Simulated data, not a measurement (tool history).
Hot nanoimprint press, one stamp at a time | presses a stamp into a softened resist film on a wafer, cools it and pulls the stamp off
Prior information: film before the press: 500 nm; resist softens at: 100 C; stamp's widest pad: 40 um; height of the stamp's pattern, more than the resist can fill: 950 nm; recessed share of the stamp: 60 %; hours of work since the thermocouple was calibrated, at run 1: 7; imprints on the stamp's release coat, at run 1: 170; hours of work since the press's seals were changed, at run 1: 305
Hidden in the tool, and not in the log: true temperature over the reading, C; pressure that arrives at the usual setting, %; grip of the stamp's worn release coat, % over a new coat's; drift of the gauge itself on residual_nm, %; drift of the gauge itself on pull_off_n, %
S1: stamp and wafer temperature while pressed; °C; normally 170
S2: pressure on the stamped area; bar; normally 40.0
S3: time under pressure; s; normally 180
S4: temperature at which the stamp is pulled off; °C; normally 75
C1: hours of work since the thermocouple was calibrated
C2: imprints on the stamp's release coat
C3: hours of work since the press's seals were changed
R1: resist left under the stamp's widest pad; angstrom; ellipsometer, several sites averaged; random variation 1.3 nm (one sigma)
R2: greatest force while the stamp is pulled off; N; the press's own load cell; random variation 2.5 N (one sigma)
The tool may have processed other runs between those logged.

| run | hour | S1 | S2 | S3 | S4 | C1 | C2 | C3 | R1 | R2 |
|---|---|---|---|---|---|---|---|---|---|---|
| 1 | 0.0 | 170 | 40.0 | 180 | 75 | 7 | 170 | 305 | 2059 | 114 |
| 2 | 11.6 | 170 | 40.0 | 180 | 75 | 13 | 196 | 311 | 2031 | 113 |
| 3 | 20.8 | 172 | 40.0 | 180 | 75 | 18 | 216 | 316 | 1900 | 112 |
| 4 | 28.6 | 172 | 40.0 | 180 | 75 | 23 | 233 | 321 | 1924 | 113 |
| 5 | 37.6 | 170 | 32.4 | 180 | 75 | 28 | 252 | 326 | 2275 | 111 |
| 6 | 50.2 | 170 | 32.4 | 180 | 75 | 35 | 280 | 333 | 2301 | 112 |
| 7 | 61.3 | 179 | 32.4 | 180 | 75 | 41 | 304 | 339 | 1762 | 112 |
| 8 | 78.1 | 179 | 32.4 | 180 | 75 | 50 | 341 | 348 | 1743 | 112 |
| 9 | 92.6 | 179 | 32.4 | 180 | 75 | 58 | 373 | 356 | 1780 | 111 |
| 10 | 104.9 | 170 | 40.0 | 180 | 75 | 65 | 400 | 363 | 2030 | 115 |
| 11 | 121.2 | 170 | 31.2 | 180 | 75 | 74 | 435 | 372 | 2308 | 116 |
| 12 | 131.9 | 170 | 31.2 | 180 | 75 | 80 | 459 | 378 | 2309 | 112 |
| 13 | 140.6 | 170 | 44.5 | 180 | 75 | 85 | 478 | 383 | 1926 | 111 |
| 14 | 157.5 | 170 | 44.5 | 180 | 75 | 94 | 515 | 392 | 1938 | 110 |
| 15 | 173.2 | 162 | 40.0 | 180 | 72 | 103 | 549 | 401 | 2626 | 117 |
| 16 | 190.8 | 170 | 27.9 | 180 | 76 | 113 | 587 | 411 | 2452 | 110 |
| 17 | 208.3 | 170 | 27.9 | 180 | 76 | 123 | 626 | 421 | 2462 | 112 |
| 18 | 216.7 | 170 | 27.9 | 180 | 76 | 127 | 644 | 425 | 2464 | 111 |
| 19 | 228.2 | 170 | 38.0 | 180 | 75 | 134 | 669 | 432 | 2088 | 115 |
| 20 | 239.0 | 177 | 38.0 | 174 | 75 | 140 | 693 | 438 | 1717 | 116 |
| 21 | 246.7 | 177 | 38.0 | 174 | 75 | 144 | 710 | 442 | 1711 | 113 |
| 22 | 262.6 | 181 | 31.6 | 240 | 63 | 153 | 744 | 451 | 1507 | 123 |
| 23 | 276.9 | 181 | 31.6 | 240 | 63 | 161 | 776 | 459 | 1525 | 123 |
| 24 | 291.8 | 161 | 35.4 | 105 | 75 | 169 | 808 | 467 | 3299 | 112 |

5 options for the next run, each taken on its own from the tool as it stands now. Forecast them:
| A | 307.3 | 175 | 30.2 | 105 | 71 | 178 | 842 | 476 | ? | ? |
| B | 307.3 | 177 | 35.4 | 107 | 75 | 178 | 842 | 476 | ? | ? |
| C | 307.3 | 172 | 40.0 | 180 | 75 | 178 | 842 | 476 | ? | ? |
| D | 307.3 | 178 | 40.0 | 180 | 75 | 178 | 842 | 476 | ? | ? |
| E | 307.3 | 165 | 35.4 | 180 | 69 | 178 | 842 | 476 | ? | ? |

| run | R1 | R2 |
|---|---|---|
| A | 2463 | 121 |
| B | 2123 | 112 |
| C | 1906 | 116 |
| D | 1581 | 115 |
| E | 2538 | 114 |
Had the tool no hidden state, the same runs would have come out as:
| run | R1 | R2 |
|---|---|---|
| A | 2461 | 120 |
| B | 2121 | 111 |
| C | 1904 | 115 |
| D | 1580 | 114 |
| E | 2535 | 113 |
